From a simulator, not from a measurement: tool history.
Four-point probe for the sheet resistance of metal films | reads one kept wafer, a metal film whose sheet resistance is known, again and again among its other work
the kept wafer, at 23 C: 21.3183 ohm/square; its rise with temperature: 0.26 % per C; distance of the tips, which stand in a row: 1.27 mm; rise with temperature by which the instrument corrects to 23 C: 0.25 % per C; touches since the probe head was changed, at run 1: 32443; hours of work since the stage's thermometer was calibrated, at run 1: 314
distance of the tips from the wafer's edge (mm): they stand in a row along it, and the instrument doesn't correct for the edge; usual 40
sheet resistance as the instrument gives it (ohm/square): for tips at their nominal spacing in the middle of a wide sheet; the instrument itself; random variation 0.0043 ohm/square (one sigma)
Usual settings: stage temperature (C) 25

run	hour	stage temperature (C)	distance of the tips from the wafer's edge (mm)	touches since the probe head was changed	hours of work since the stage's thermometer was calibrated	sheet resistance as the instrument gives it (ohm/square)
1	0	25	40	32443	314	21.343101
2	20.8	25	40	32897	323	21.344819
3	52.9	25	40	33601	337	21.353433
4	74.6	25	40	34077	347	21.345382
5	106.7	25	40	34778	362	21.342152
6	126.4	25	40	35209	370	21.341508
7	145.9	25	40	35637	379	21.353162
8	165	25	40	36054	388	21.343508
9	183	25	40	36449	396	21.342048
10	223.8	25	4	37342	414	22.423286
11	241.8	25	4	37736	422	22.428703
12	278	25	4	38529	438	22.420494
13	312.1	25	4	39275	454	22.418715
14	337.2	25	20	39824	465	21.367109
15	355.7	25	40	40230	473	21.343673
16	373.8	25	40	40625	481	21.328436
17	397.7	25	40	41149	492	21.338407
# hour 401.8: stage's thermometer calibrated
18	417.8	25	40	41578	7	21.332236
19	454	25	8	42371	23	21.604028
20	481.2	25	8	42966	36	21.605395
21	517.1	25	8	43752	52	21.599891
22	541	23	8	44275	62	21.599322
# hour 571.5: stage's thermometer calibrated, once more
23	571.5	23	8	44931	0	21.615582
24	614.7	19	8	45877	19	21.617102
25	654.6	19	25	46750	37	21.359644
26	691.2	30	10	47551	54	21.52432
27	714.4	21	3	48059	64	23.185244
28	757.4	21	3	49001	83	23.188909
29	783	23	53	49562	95	21.329115
30	812.9	23	53	50215	108	21.32883
31	844.9	26	21	50917	123	21.36994
32	864.1	20	36	51338	131	21.336122
33	887.6	19	22	51851	142	21.351808
34	927	23	20	52713	160	21.370061
35	964.1	23	20	53526	176	21.366504
36	985.4	21	18	53993	186	21.37351
37	1020.9	21	18	54769	202	21.370687
38	1061	31	3	55647	220	23.197826
39	1089	31	20	56260	232	21.379711
40	1122.6	31	20	56996	247	21.379631
41	1152.4	28	40	57647	261	21.338093
42	1188.4	28	40	58437	277	21.34106
43	1231.4	20	19	59377	296	21.364757

Forecast run 44:
44	1261.6	20	19	60039	310	?

{"run 44": {"sheet resistance as the instrument gives it (ohm/square)": 21.362116}}
Without the tool's hidden state the same run would have given sheet resistance as the instrument gives it (ohm/square) 21.366662.
